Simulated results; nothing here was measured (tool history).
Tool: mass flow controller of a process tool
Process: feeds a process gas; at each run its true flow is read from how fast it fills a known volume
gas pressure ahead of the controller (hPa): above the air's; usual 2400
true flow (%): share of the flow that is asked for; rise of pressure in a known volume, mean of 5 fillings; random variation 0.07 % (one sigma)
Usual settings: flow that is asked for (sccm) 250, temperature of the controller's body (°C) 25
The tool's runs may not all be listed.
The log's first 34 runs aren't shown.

run      day  flow that is asked for (sccm)  gas pressure ahead of the controller (hPa)  temperature of the controller's body (°C)  true flow (%)
 35  314.508                            250                                        2790                                         34          97.62
 36  320.767                             89                                        1670                                         25          98.08
 37  331.242                            103                                        1940                                         34          97.20
 38  343.875                            238                                        1940                                         24          98.78
 39  355.975                            202                                        2400                                         22          98.75
 40  367.579                             89                                        2400                                         22          98.03
 41  375.475                            263                                        2460                                         24          98.81
 42  386.442                            147                                        1950                                         26          98.26

5 ways to go on from here, each from the tool as it stands after run 42. What would each give?
  A  394.675                            439                                        2400                                         39              ?
  B  394.675                            250                                        2400                                         38              ?
  C  394.675                            121                                        1950                                         26              ?
  D  394.675                            284                                        2340                                         35              ?
  E  394.675                            197                                        1950                                         32              ?

run  true flow (%)
  A          98.11
  B          97.25
  C          97.97
  D          97.87
  E          97.90
Without the tool's hidden state the same runs would have given:
run  true flow (%)
  A          98.13
  B          97.27
  C          98.00
  D          97.89
  E          97.92
